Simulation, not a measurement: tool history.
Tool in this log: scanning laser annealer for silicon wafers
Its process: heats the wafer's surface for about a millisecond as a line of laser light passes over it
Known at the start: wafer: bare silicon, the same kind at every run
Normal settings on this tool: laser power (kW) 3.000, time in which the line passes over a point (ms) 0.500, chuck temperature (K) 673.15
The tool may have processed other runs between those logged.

run,hour,laser power (kW),time in which the line passes over a point (ms),chuck temperature (K),highest temperature of the surface (K)
1,0.0,3.000,0.500,673.15,1503.15
2,87.1,3.000,0.500,673.15,1500.15
3,165.6,3.000,0.500,673.15,1496.15
4,230.3,3.000,0.500,673.15,1496.15
5,275.5,2.761,0.500,673.15,1421.15
6,335.8,2.761,0.500,673.15,1417.15
7,378.0,2.761,0.500,673.15,1418.15
8,438.1,2.761,0.500,673.15,1414.15
9,511.1,2.761,0.500,673.15,1414.15
10,547.0,3.000,0.500,673.15,1486.15
# hour 578.4: optics aligned, line set to its width
11,623.2,3.000,0.486,673.15,1479.15
12,697.9,3.000,0.486,673.15,1477.15
13,743.6,3.000,0.486,673.15,1473.15
14,815.1,3.000,0.486,673.15,1471.15
15,852.2,3.000,0.500,673.15,1477.15
16,900.2,3.000,0.500,673.15,1480.15
17,978.1,3.000,0.500,673.15,1471.15
18,1038.5,3.000,0.500,673.15,1478.15
19,1089.5,3.000,0.500,673.15,1476.15
20,1165.0,3.000,0.500,673.15,1474.15
# hour 1207.0: window over the wafer cleaned
21,1210.9,3.000,0.500,673.15,1452.15
22,1281.9,3.000,0.500,673.15,1450.15
23,1322.6,3.000,0.500,673.15,1451.15
# hour 1349.6: window over the wafer cleaned, once more
24,1379.7,3.000,0.607,699.15,1596.15
25,1421.5,3.000,0.607,699.15,1593.15
26,1485.1,3.000,0.607,699.15,1594.15
27,1547.1,3.000,0.607,699.15,1587.15
28,1608.1,3.000,0.607,699.15,1589.15
29,1654.4,2.568,0.454,673.15,1331.15
30,1692.3,2.923,0.454,673.15,1432.15
31,1728.1,3.000,0.541,652.15,1495.15
32,1798.4,2.694,0.444,707.15,1390.15
33,1878.7,2.899,0.591,710.15,1549.15
34,1958.7,3.248,0.409,670.15,1483.15
35,2027.8,3.248,0.409,670.15,1480.15
36,2090.4,2.682,0.409,670.15,1321.15
37,2140.2,2.682,0.409,670.15,1319.15
38,2198.6,2.613,0.500,651.15,1337.15
39,2284.0,3.000,0.426,673.15,1420.15
40,2364.8,2.756,0.510,673.15,1402.15
41,2415.5,2.756,0.510,673.15,1401.15

What if the next run were any one of these 4? Each begins from the tool's condition after run 41:
A,2452.9,2.756,0.502,656.15,?
B,2452.9,2.756,0.420,673.15,?
C,2452.9,2.714,0.510,659.15,?
D,2452.9,2.617,0.405,679.15,?

run,highest temperature of the surface (K)
A,1375.15
B,1346.15
C,1369.15
D,1302.15
Take away the tool's hidden state, keep each run's random variation, and the runs would have read:
run,highest temperature of the surface (K)
A,1426.15
B,1394.15
C,1420.15
D,1347.15
